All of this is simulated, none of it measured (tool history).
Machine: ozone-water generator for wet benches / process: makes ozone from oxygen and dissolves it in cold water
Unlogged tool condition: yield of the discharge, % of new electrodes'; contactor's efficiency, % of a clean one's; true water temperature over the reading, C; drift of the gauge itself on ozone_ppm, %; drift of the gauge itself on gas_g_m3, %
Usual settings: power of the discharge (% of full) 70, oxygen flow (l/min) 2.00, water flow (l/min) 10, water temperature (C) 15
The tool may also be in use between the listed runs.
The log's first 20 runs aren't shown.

| run | hour | power of the discharge (% of full) | oxygen flow (l/min) | water flow (l/min) | water temperature (C) | hours of work since the electrodes were changed | hours of work since the contactor was cleaned | hours of work since the thermometer was calibrated | dissolved ozone (ppm) | ozone in the gas ahead of the water (g/m3) |
|---|---|---|---|---|---|---|---|---|---|---|
| 21 | 446.0 | 70 | 2.00 | 14 | 10 | 379 | 2480 | 3941 | 18.4 | 253.0 |
| 22 | 471.9 | 85 | 2.00 | 14 | 8 | 398 | 2499 | 3961 | 21.3 | 287.3 |
| 23 | 485.0 | 85 | 2.00 | 14 | 8 | 408 | 2509 | 3971 | 21.3 | 289.8 |
| 24 | 514.1 | 44 | 1.98 | 10 | 15 | 431 | 2532 | 3993 | 17.5 | 184.5 |
| 25 | 529.9 | 47 | 1.27 | 13 | 20 | 443 | 2544 | 4005 | 13.4 | 251.6 |
| 26 | 543.2 | 47 | 1.27 | 13 | 20 | 453 | 2554 | 4015 | 13.1 | 252.7 |
| 27 | 556.2 | 92 | 1.27 | 7 | 20 | 463 | 2564 | 4025 | 38.7 | 408.6 |
| 28 | 585.8 | 70 | 1.04 | 15 | 21 | 485 | 2586 | 4048 | 14.2 | 382.4 |
| 29 | 601.7 | 51 | 2.00 | 6 | 15 | 497 | 2599 | 4060 | 29.5 | 202.7 |
| 30 | 633.1 | 43 | 2.26 | 10 | 17 | 521 | 2622 | 4084 | 17.0 | 165.8 |
| 31 | 658.1 | 43 | 2.26 | 10 | 17 | 541 | 2642 | 4103 | 16.9 | 164.1 |
| 32 | 681.9 | 43 | 1.39 | 10 | 9 | 559 | 2660 | 4121 | 18.4 | 224.3 |

What if the next run were any one of these 4? Each begins from the tool's condition after run 32:
| A | 711.3 | 61 | 1.39 | 10 | 9 | 581 | 2682 | 4144 | ? | ? |
| B | 711.3 | 69 | 2.00 | 11 | 15 | 581 | 2682 | 4144 | ? | ? |
| C | 711.3 | 40 | 3.05 | 10 | 9 | 581 | 2682 | 4144 | ? | ? |
| D | 711.3 | 62 | 2.00 | 9 | 15 | 581 | 2682 | 4144 | ? | ? |

| run | dissolved ozone (ppm) | ozone in the gas ahead of the water (g/m3) |
|---|---|---|
| A | 22.9 | 287.7 |
| B | 22.1 | 249.9 |
| C | 17.5 | 128.8 |
| D | 24.7 | 233.5 |
With no hidden state in the tool, these same runs would have given:
| run | dissolved ozone (ppm) | ozone in the gas ahead of the water (g/m3) |
|---|---|---|
| A | 22.9 | 287.8 |
| B | 22.1 | 249.9 |
| C | 17.5 | 128.8 |
| D | 24.7 | 233.5 |

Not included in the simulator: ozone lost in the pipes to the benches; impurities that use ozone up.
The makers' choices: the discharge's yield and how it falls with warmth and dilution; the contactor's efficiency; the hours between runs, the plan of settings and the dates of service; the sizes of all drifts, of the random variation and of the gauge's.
